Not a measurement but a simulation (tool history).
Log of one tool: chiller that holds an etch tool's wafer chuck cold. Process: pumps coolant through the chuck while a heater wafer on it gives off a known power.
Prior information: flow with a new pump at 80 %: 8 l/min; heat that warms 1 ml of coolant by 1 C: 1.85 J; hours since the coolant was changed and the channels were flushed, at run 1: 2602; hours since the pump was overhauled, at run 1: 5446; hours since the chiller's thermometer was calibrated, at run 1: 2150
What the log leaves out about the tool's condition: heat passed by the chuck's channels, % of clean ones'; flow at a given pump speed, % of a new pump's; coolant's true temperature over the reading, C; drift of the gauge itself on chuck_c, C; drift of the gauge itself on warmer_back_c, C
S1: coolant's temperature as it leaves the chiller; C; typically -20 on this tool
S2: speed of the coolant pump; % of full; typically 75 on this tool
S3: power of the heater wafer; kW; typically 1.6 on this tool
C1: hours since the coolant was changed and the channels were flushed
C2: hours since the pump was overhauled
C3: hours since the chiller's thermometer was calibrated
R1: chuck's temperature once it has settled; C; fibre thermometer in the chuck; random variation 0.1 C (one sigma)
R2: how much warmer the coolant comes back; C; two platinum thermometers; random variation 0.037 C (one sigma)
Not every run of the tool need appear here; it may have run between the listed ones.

Run 1, day 0: usual settings; C1 2602; C2 5446; C3 2150. Result: R1 -5.3 C, R2 6.94 C.
Run 2, day 7.962: usual settings but S1 -15 C; C1 2793; C2 5637; C3 2341. Result: R1 -0.7 C, R2 6.96 C.
Run 3, day 14.021: usual settings but S1 -15 C; C1 2938; C2 5783; C3 2486. Result: R1 -0.7 C, R2 6.93 C.
Run 4, day 21.175: usual settings but S1 -15 C; C1 3110; C2 5954; C3 2658. Result: R1 -0.5 C, R2 6.94 C.
Run 5, day 29.221: usual settings but S1 -15 C; C1 3303; C2 6148; C3 2851. Result: R1 -0.8 C, R2 6.94 C.
Run 6, day 36.067: usual settings; C1 3467; C2 6312; C3 3015. Result: R1 -5.6 C, R2 6.89 C.
Run 7, day 39.738: usual settings; C1 3556; C2 6400; C3 3103. Result: R1 -5.6 C, R2 6.87 C.
Run 8, day 44.829: usual settings; C1 3678; C2 6522; C3 3226. Result: R1 -5.5 C, R2 6.89 C.
Run 9, day 52.246: usual settings; C1 3856; C2 6700; C3 3404. Result: R1 -5.5 C, R2 6.91 C.
Run 10, day 57.379: usual settings; C1 3979; C2 6823; C3 3527. Result: R1 -5.7 C, R2 6.85 C.
Run 11, day 64.462: usual settings; C1 4149; C2 6993; C3 3697. Result: R1 -5.5 C, R2 6.9 C.
Run 12, day 69.575: usual settings; C1 4272; C2 7116; C3 3819. Result: R1 -5.5 C, R2 6.87 C.
Run 13, day 74.45: usual settings; C1 4389; C2 7233; C3 3936. Result: R1 -5.5 C, R2 6.86 C.
Run 14, day 78.917: usual settings; C1 4496; C2 7340; C3 4044. Result: R1 -5.5 C, R2 6.85 C.
Run 15, day 86.083: usual settings; C1 4668; C2 7512; C3 4216. Result: R1 -5.7 C, R2 6.85 C.
Run 16, day 91.071: usual settings but S3 1.286 kW; C1 4788; C2 7632; C3 4335. Result: R1 -8.4 C, R2 5.4 C.
Run 17, day 98.538: usual settings but S1 -12 C, S3 1.138 kW; C1 4967; C2 7811; C3 4515. Result: R1 -1.7 C, R2 4.92 C.
Run 18, day 106.975: usual settings but S1 -12 C, S3 1.138 kW; C1 5169; C2 8014; C3 4717. Result: R1 -1.9 C, R2 4.79 C.
Run 19, day 112.271: usual settings but S2 98 % of full; C1 5296; C2 8141; C3 4844. Result: R1 -8.3 C, R2 5.1 C.
Run 20, day 116.6: usual settings but S2 65 % of full, S3 2.046 kW; C1 5400; C2 8245; C3 4948. Result: R1 0.6 C, R2 10.27 C.
At day 123.008: chiller's thermometer calibrated.
Run 21, day 124.358: usual settings but S1 -13 C, S2 65 % of full, S3 2.046 kW; C1 5585; C2 8430; C3 32. Result: R1 7.6 C, R2 10.14 C.
Run 22, day 132.083: usual settings but S1 -12 C, S3 1.423 kW; C1 5771; C2 8615; C3 218. Result: R1 1 C, R2 6.05 C.
Run 23, day 137.204: usual settings but S2 85 % of full, S3 1.096 kW; C1 5894; C2 8738; C3 341. Result: R1 -11 C, R2 4.03 C.
Run 24, day 142.958: usual settings but S2 85 % of full, S3 1.096 kW; C1 6032; C2 8876; C3 479. Result: R1 -11 C, R2 3.98 C.
Run 25, day 151.517: usual settings but S2 85 % of full, S3 1.096 kW; C1 6237; C2 9082; C3 684. Result: R1 -11 C, R2 3.93 C.
Run 26, day 156.696: usual settings but S1 -16 C, S2 76 % of full, S3 0.87 kW; C1 6362; C2 9206; C3 809. Result: R1 -8.4 C, R2 3.54 C.
Run 27, day 164.375: usual settings but S1 -16 C, S2 76 % of full, S3 0.87 kW; C1 6546; C2 9390; C3 993. Result: R1 -8.1 C, R2 3.56 C.
Run 28, day 169.275: usual settings but S1 -16 C, S2 76 % of full, S3 0.87 kW; C1 6663; C2 9508; C3 1110. Result: R1 -8.2 C, R2 3.54 C.
Run 29, day 174.129: usual settings but S1 -13 C, S2 74 % of full; C1 6780; C2 9624; C3 1227. Result: R1 1.7 C, R2 6.91 C.
Run 30, day 182.888: usual settings but S2 83 % of full, S3 1.545 kW; C1 6990; C2 9835; C3 1437. Result: R1 -7 C, R2 5.83 C.
Run 31, day 189.433: usual settings but S1 -23 C, S2 67 % of full, S3 1.601 kW; C1 7147; C2 9992; C3 1594. Result: R1 -7.3 C, R2 7.63 C.

Across each entry between runs, compare the hidden state at the last listed run before it with the hidden state at the first listed run after it:
Run 20 -> run 21: chiller's thermometer calibrated (day 123.008)
  coolant's true temperature over the reading, C: -0.01 -> 0; drift of the gauge itself on warmer_back_c, C: -0.13 -> -0.14
  measured value less the no-hidden-state value, R2: -0.11 -> -0.12 C
